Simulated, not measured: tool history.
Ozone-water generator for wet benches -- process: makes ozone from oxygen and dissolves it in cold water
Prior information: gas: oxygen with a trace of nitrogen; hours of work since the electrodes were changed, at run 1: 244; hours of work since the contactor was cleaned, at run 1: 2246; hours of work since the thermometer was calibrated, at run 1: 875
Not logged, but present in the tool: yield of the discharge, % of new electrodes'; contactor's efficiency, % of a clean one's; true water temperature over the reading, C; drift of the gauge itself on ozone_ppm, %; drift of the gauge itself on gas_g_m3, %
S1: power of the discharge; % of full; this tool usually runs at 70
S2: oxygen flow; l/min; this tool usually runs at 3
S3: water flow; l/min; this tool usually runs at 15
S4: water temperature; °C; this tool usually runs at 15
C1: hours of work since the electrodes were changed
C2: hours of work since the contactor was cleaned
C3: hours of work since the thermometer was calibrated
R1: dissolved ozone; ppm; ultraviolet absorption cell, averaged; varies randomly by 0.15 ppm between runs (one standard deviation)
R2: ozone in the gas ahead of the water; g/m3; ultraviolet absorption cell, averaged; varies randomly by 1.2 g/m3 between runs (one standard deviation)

run 1 hour=0 | S1=70 S2=3 S3=15 S4=15 | C1=244 C2=2246 C3=875 | R1=18.2 R2=213.5
run 2 hour=36.9 | S1=70 S2=3 S3=15 S4=15 | C1=278 C2=2280 C3=909 | R1=18.3 R2=213.6
run 3 hour=69.7 | S1=47 S2=3 S3=15 S4=15 | C1=308 C2=2310 C3=939 | R1=12.7 R2=150.5
run 4 hour=92 | S1=70 S2=3 S3=15 S4=23 | C1=328 C2=2330 C3=959 | R1=16.2 R2=215.3
run 5 hour=128.9 | S1=70 S2=3 S3=15 S4=19 | C1=361 C2=2364 C3=993 | R1=17.6 R2=213
run 6 hour=162.5 | S1=70 S2=3 S3=15 S4=11 | C1=392 C2=2394 C3=1023 | R1=19.2 R2=212.4
run 7 hour=189.5 | S1=70 S2=3 S3=15 S4=15 | C1=417 C2=2419 C3=1048 | R1=18.3 R2=213.6
run 8 hour=220.6 | S1=70 S2=3 S3=15 S4=9 | C1=445 C2=2447 C3=1076 | R1=19.5 R2=213.2
run 9 hour=241 | S1=60 S2=3.48 S3=10 S4=11 | C1=464 C2=2466 C3=1095 | R1=24.6 R2=171.4
run 10 hour=265.6 | S1=70 S2=4.19 S3=15 S4=10 | C1=486 C2=2488 C3=1117 | R1=20.4 R2=179.4
run 11 hour=289.5 | S1=61 S2=3 S3=15 S4=15 | C1=508 C2=2510 C3=1139 | R1=16.1 R2=189.9
run 12 hour=313.9 | S1=70 S2=1.8 S3=15 S4=7 | C1=530 C2=2532 C3=1161 | R1=17.7 R2=279.4
run 13 hour=335.1 | S1=98 S2=1.85 S3=18 S4=7 | C1=549 C2=2552 C3=1180 | R1=19.5 R2=371.6
run 14 hour=352.3 | S1=70 S2=1.51 S3=13 S4=9 | C1=565 C2=2567 C3=1196 | R1=19.7 R2=303.4
run 15 hour=390.9 | S1=70 S2=2.96 S3=13 S4=9 | C1=600 C2=2602 C3=1231 | R1=22.5 R2=216.3

Predict each of these 4 candidate next runs independently; none follows another, all start after run 15:
run A hour=428.6 | S1=64 S2=3 S3=15 S4=15 | C1=634 C2=2637 C3=1265 | R1=? R2=?
run B hour=428.6 | S1=50 S2=2.04 S3=16 S4=9 | C1=634 C2=2637 C3=1265 | R1=? R2=?
run C hour=428.6 | S1=70 S2=3.32 S3=11 S4=15 | C1=634 C2=2637 C3=1265 | R1=? R2=?
run D hour=428.6 | S1=70 S2=1.7 S3=15 S4=15 | C1=634 C2=2637 C3=1265 | R1=? R2=?

run=A R1=17.1 R2=197.7
run=B R1=12.4 R2=193
run=C R1=24.7 R2=203.6
run=D R1=16.6 R2=288.6
Had the tool no hidden state, the same runs would have come out as:
run=A R1=17.1 R2=197.7
run=B R1=12.4 R2=193
run=C R1=24.7 R2=203.6
run=D R1=16.6 R2=288.6

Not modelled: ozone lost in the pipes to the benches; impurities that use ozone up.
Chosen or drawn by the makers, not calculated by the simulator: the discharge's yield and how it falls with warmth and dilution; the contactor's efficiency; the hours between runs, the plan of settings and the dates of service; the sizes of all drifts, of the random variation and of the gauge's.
